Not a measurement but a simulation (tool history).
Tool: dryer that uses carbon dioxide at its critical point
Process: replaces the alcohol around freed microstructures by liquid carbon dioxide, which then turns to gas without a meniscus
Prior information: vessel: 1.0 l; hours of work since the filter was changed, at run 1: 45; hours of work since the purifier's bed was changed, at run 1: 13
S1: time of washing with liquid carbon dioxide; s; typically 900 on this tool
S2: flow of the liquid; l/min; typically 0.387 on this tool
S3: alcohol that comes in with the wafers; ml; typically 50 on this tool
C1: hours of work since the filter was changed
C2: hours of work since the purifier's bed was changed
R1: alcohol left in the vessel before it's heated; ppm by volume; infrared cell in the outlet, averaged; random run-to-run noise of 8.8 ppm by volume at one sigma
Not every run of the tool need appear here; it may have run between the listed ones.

run,hour,S1,S2,S3,C1,C2,R1
1,0,900,0.387,50,45,13,499
2,12.6,900,0.31,50,53,21,1353
3,22.8,900,0.31,31,60,28,865
4,42.3,900,0.49,50,72,40,162
5,51.3,900,0.49,50,78,46,150
6,69.5,900,0.49,50,90,58,170
7,86.7,900,0.49,50,101,69,170
8,102.7,900,0.49,50,112,80,174
9,112.3,900,0.49,50,118,86,187
10,123.5,900,0.393,61,125,93,669
11,143.6,900,0.393,58,138,106,625
12,154.2,1080,0.387,54,145,113,279
13,171.7,1080,0.387,54,157,125,282
14,183,1080,0.387,54,164,132,286
15,203.3,600,0.387,54,177,145,2960

Consider 5 possible next runs. They are alternatives, not a sequence: every one starts from the tool as it was left by run 15. What does each give?
A,216.3,780,0.387,50,186,154,?
B,216.3,900,0.37,54,186,154,?
C,216.3,960,0.54,36,186,154,?
D,216.3,900,0.603,78,186,154,?
E,216.3,600,0.387,54,186,154,?

run,R1
A,1151
B,838
C,71
D,102
E,2846
Take away the tool's hidden state, keep each run's random variation, and the runs would have read:
run,R1
A,910
B,645
C,42
D,64
E,2385
